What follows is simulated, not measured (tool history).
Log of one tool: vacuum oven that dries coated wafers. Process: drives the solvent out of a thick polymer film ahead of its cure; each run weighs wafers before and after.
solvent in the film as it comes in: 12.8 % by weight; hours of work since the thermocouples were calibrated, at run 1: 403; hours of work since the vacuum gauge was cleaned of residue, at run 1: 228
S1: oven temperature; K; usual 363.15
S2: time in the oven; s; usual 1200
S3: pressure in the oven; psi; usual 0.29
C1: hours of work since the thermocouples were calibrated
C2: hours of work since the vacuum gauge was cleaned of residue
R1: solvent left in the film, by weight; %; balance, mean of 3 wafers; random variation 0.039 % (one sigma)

run,day,S1,S2,S3,C1,C2,R1
1,0,363.15,1200,0.29,403,228,2.74
2,1.646,363.15,1200,0.29,430,255,2.82
3,2.646,363.15,1200,0.29,446,271,2.66
4,4.55,363.15,1200,0.29,478,303,2.79
5,6.308,363.15,1200,0.29,506,332,2.79
6,7.8,363.15,1200,0.29,531,356,2.77
7,9.104,363.15,1200,0.595,552,377,3.26
8,10.108,363.15,1200,0.29,569,394,2.74
9,11.712,363.15,1200,0.29,595,420,2.78
10,13.292,363.15,1200,0.29,621,446,2.75
11,14.183,363.15,1200,0.29,636,461,2.74
12,15.646,351.15,1860,0.29,660,485,4.29
13,16.442,364.15,1860,0.589,673,498,2.01
14,18.283,348.15,1200,0.174,703,528,6.24
15,19.871,348.15,1200,0.174,729,555,6.17
16,21.258,348.15,1200,0.174,752,577,6.19
17,22.725,368.15,660,0.287,776,601,3.49
18,24.246,368.15,660,0.287,801,626,3.58

Forecast each of these 4 alternatives for the next run:
A,25.642,363.15,660,0.86,824,649,?
B,25.642,349.15,1680,0.177,824,649,?
C,25.642,366.15,1320,0.464,824,649,?
D,25.642,363.15,660,0.29,824,649,?

run,R1
A,5.56
B,4.84
C,2.12
D,4.8
Without the tool's hidden state the same runs would have given:
run,R1
A,5.84
B,5.11
C,2.31
D,5.08

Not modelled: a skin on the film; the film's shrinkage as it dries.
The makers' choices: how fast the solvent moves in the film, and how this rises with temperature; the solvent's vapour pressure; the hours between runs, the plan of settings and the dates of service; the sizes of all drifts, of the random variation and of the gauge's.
